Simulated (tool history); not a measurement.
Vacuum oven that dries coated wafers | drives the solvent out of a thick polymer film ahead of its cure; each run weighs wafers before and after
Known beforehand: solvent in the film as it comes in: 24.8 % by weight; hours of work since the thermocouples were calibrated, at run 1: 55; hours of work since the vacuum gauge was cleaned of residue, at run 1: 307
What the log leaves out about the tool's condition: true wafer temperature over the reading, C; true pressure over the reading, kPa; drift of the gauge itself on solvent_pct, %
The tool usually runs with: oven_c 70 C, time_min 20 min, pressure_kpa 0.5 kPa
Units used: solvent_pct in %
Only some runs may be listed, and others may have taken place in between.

| run | hour | oven_c | time_min | pressure_kpa | hours of work since the thermocouples were calibrated | hours of work since the vacuum gauge was cleaned of residue | solvent_pct |
|---|---|---|---|---|---|---|---|
| 1 | 0 | 70 | 20 | 0.5 | 55 | 307 | 3.38 |
| 2 | 10.6 | 70 | 20 | 0.5 | 63 | 315 | 3.41 |
| 3 | 23.6 | 70 | 20 | 0.328 | 72 | 324 | 3.33 |
| 4 | 32.1 | 70 | 20 | 0.5 | 78 | 330 | 3.37 |
| 5 | 43.2 | 70 | 20 | 0.5 | 86 | 338 | 3.26 |
| 6 | 55.3 | 70 | 20 | 0.5 | 95 | 347 | 3.4 |
| 7 | 63.8 | 70 | 20 | 0.256 | 101 | 353 | 3.3 |
| 8 | 75.8 | 70 | 20 | 1.901 | 109 | 362 | 4.36 |
| 9 | 87.2 | 70 | 20 | 0.5 | 118 | 370 | 3.38 |
| 10 | 93.1 | 70 | 20 | 0.5 | 122 | 374 | 3.41 |
| 11 | 103.2 | 70 | 20 | 0.42 | 129 | 381 | 3.32 |
| 12 | 109.7 | 78 | 20 | 0.5 | 134 | 386 | 1.53 |
| 13 | 117.3 | 78 | 20 | 0.5 | 139 | 391 | 1.52 |
| 14 | 126.1 | 63 | 20 | 0.5 | 145 | 398 | 5.77 |
| 15 | 131.6 | 63 | 20 | 0.5 | 149 | 402 | 5.8 |
| 16 | 143.2 | 63 | 20 | 0.5 | 158 | 410 | 5.78 |
| 17 | 153.4 | 63 | 20 | 0.5 | 165 | 417 | 5.97 |
| 18 | 162.4 | 63 | 20 | 0.5 | 171 | 424 | 5.89 |
| 19 | 170.4 | 63 | 20 | 0.5 | 177 | 429 | 5.76 |
| 20 | 183.1 | 70 | 15 | 1.017 | 186 | 438 | 5.58 |
| 21 | 194.3 | 76 | 20 | 0.869 | 194 | 446 | 2.19 |
| 22 | 200 | 76 | 20 | 0.869 | 198 | 451 | 2.22 |
| 23 | 207.3 | 76 | 20 | 0.869 | 204 | 456 | 2.17 |
| 24 | 214.2 | 76 | 20 | 0.869 | 209 | 461 | 2.22 |
| 25 | 220.4 | 77 | 31 | 0.841 | 213 | 465 | 0.88 |
| 26 | 232.2 | 69 | 21 | 0.294 | 221 | 474 | 3.28 |
| 27 | 238.9 | 69 | 21 | 0.294 | 226 | 478 | 3.44 |
| 28 | 248.1 | 74 | 20 | 0.5 | 233 | 485 | 2.45 |
| 29 | 254.1 | 74 | 20 | 0.5 | 237 | 489 | 2.37 |
| 30 | 263.1 | 74 | 20 | 0.5 | 244 | 496 | 2.46 |
| 31 | 275.6 | 80 | 33 | 0.404 | 253 | 505 | 0.37 |
| 32 | 284.8 | 60 | 17 | 0.5 | 259 | 511 | 8.22 |
| 33 | 290.3 | 68 | 23 | 0.325 | 263 | 515 | 3.2 |
| 34 | 298.7 | 80 | 23 | 0.314 | 269 | 521 | 0.87 |
| 35 | 304.5 | 70 | 20 | 0.5 | 273 | 525 | 3.46 |
| 36 | 315.4 | 57 | 34 | 1.451 | 281 | 533 | 6.15 |
| 37 | 322 | 63 | 29 | 1.451 | 286 | 538 | 4.54 |
| 38 | 334.9 | 63 | 29 | 1.451 | 295 | 547 | 4.54 |

Measured less the same run without the tool's hidden state. The same run-to-run variation is in both; the gauge's scatter may not be:
| run | solvent_pct |
|---|---|
| 1 | -0.04 |
| 2 | -0.05 |
| 3 | -0.03 |
| 4 | -0.03 |
| 5 | -0.03 |
| 6 | -0.02 |
| 7 | -0.02 |
| 8 | -0.02 |
| 9 | -0.01 |
| 10 | +0 |
| 11 | +0 |
| 12 | +0.02 |
| 13 | +0.02 |
| 14 | +0 |
| 15 | +0.01 |
| 16 | +0.01 |
| 17 | +0.02 |
| 18 | +0.02 |
| 19 | +0.03 |
| 20 | +0 |
| 21 | +0.05 |
| 22 | +0.05 |
| 23 | +0.05 |
| 24 | +0.05 |
| 25 | +0.09 |
| 26 | +0.06 |
| 27 | +0.06 |
| 28 | +0.06 |
| 29 | +0.06 |
| 30 | +0.07 |
| 31 | +0.1 |
| 32 | +0.08 |
| 33 | +0.1 |
| 34 | +0.08 |
| 35 | +0.09 |
| 36 | +0.18 |
| 37 | +0.15 |
| 38 | +0.15 |
